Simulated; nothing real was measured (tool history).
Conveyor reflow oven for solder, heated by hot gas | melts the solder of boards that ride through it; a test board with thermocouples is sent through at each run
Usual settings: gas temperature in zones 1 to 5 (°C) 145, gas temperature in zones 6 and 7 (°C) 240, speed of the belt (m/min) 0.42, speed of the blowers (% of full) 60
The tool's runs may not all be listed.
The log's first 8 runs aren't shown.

| run | hour | gas temperature in zones 1 to 5 (°C) | gas temperature in zones 6 and 7 (°C) | speed of the belt (m/min) | speed of the blowers (% of full) | hours of work since the flux was cleaned out | hours of work since the belt drive was overhauled | hours of work since the thermocouples were changed | highest temperature of the board (°C) | time above the solder's melting point (s) |
|---|---|---|---|---|---|---|---|---|---|---|
| 9 | 553.9 | 145 | 240 | 0.42 | 60 | 126 | 374 | 522 | 226.4 | 74.7 |
| 10 | 650.8 | 145 | 240 | 0.42 | 57 | 171 | 419 | 567 | 226 | 74.4 |
|  | 714.4 | flux residue cleaned out of gas plates and filters |
| 11 | 736.5 | 145 | 240 | 0.42 | 80 | 10 | 456 | 604 | 229.1 | 76.5 |
| 12 | 789.7 | 145 | 240 | 0.42 | 53 | 35 | 481 | 629 | 225.5 | 73.7 |
| 13 | 869.6 | 145 | 240 | 0.42 | 53 | 72 | 518 | 666 | 225.4 | 73.6 |
| 14 | 947 | 145 | 240 | 0.42 | 53 | 108 | 554 | 702 | 225.2 | 73.6 |
| 15 | 1000.9 | 145 | 240 | 0.42 | 53 | 133 | 579 | 727 | 225.2 | 73.9 |
| 16 | 1068.8 | 135 | 253 | 0.488 | 71 | 164 | 610 | 758 | 233.5 | 64.4 |
|  | 1152.3 | flux residue cleaned out of gas plates and filters |
| 17 | 1170.2 | 143 | 253 | 0.42 | 60 | 8 | 655 | 803 | 237.9 | 80.5 |
| 18 | 1254.7 | 145 | 240 | 0.384 | 60 | 47 | 694 | 842 | 228.7 | 83.6 |
| 19 | 1297.1 | 158 | 247 | 0.5 | 76 | 67 | 714 | 862 | 232.1 | 70.5 |
| 20 | 1373.6 | 153 | 253 | 0.42 | 56 | 103 | 749 | 897 | 239 | 84.9 |
| 21 | 1434.9 | 145 | 238 | 0.42 | 77 | 131 | 778 | 926 | 227.1 | 75.2 |
| 22 | 1504 | 150 | 240 | 0.42 | 60 | 163 | 810 | 958 | 227.9 | 77.1 |
|  | 1584.8 | flux residue cleaned out of gas plates and filters |
| 23 | 1596.8 | 145 | 252 | 0.42 | 69 | 6 | 850 | 998 | 238.9 | 81.6 |
|  | 1652.2 | belt drive overhauled, speed set with a stopwatch |
| 24 | 1682.2 | 143 | 252 | 0.483 | 69 | 43 | 14 | 1036 | 234.4 | 67.6 |
| 25 | 1747.4 | 143 | 252 | 0.483 | 69 | 73 | 44 | 1066 | 233.9 | 68 |
| 26 | 1821.2 | 143 | 252 | 0.483 | 69 | 108 | 78 | 1100 | 234 | 67.9 |
| 27 | 1918.4 | 152 | 249 | 0.441 | 69 | 153 | 123 | 1145 | 235.7 | 78.3 |
| 28 | 1992.5 | 152 | 249 | 0.425 | 69 | 187 | 158 | 1180 | 236.7 | 81.8 |
|  | 2022.5 | flux residue cleaned out of gas plates and filters |
| 29 | 2056.5 | 159 | 240 | 0.42 | 60 | 16 | 185 | 1207 | 228.4 | 82.3 |
| 30 | 2151.7 | 145 | 240 | 0.43 | 68 | 60 | 229 | 1251 | 227.2 | 73.1 |

4 ways to go on from here, each from the tool as it stands after run 30. What would each give?
|  | 2179.8 | thermocouples of zones 6 and 7 changed |
| A | 2211 | 157 | 240 | 0.43 | 68 | 86 | 256 | 14 | ? | ? |
|  | 2179.8 | thermocouples of zones 6 and 7 changed |
| B | 2211 | 145 | 230 | 0.42 | 60 | 86 | 256 | 14 | ? | ? |
|  | 2179.8 | thermocouples of zones 6 and 7 changed |
| C | 2211 | 155 | 240 | 0.422 | 70 | 86 | 256 | 14 | ? | ? |
|  | 2179.8 | thermocouples of zones 6 and 7 changed |
| D | 2211 | 145 | 240 | 0.475 | 68 | 86 | 256 | 14 | ? | ? |

| run | highest temperature of the board (°C) | time above the solder's melting point (s) |
|---|---|---|
| A | 228.9 | 79.1 |
| B | 218 | 68.4 |
| C | 229.5 | 80.5 |
| D | 224.5 | 64.3 |
Without the tool's hidden state the same runs would have given:
| run | highest temperature of the board (°C) | time above the solder's melting point (s) |
|---|---|---|
| A | 229 | 79.1 |
| B | 218 | 68.4 |
| C | 229.5 | 80.5 |
| D | 224.5 | 64.3 |

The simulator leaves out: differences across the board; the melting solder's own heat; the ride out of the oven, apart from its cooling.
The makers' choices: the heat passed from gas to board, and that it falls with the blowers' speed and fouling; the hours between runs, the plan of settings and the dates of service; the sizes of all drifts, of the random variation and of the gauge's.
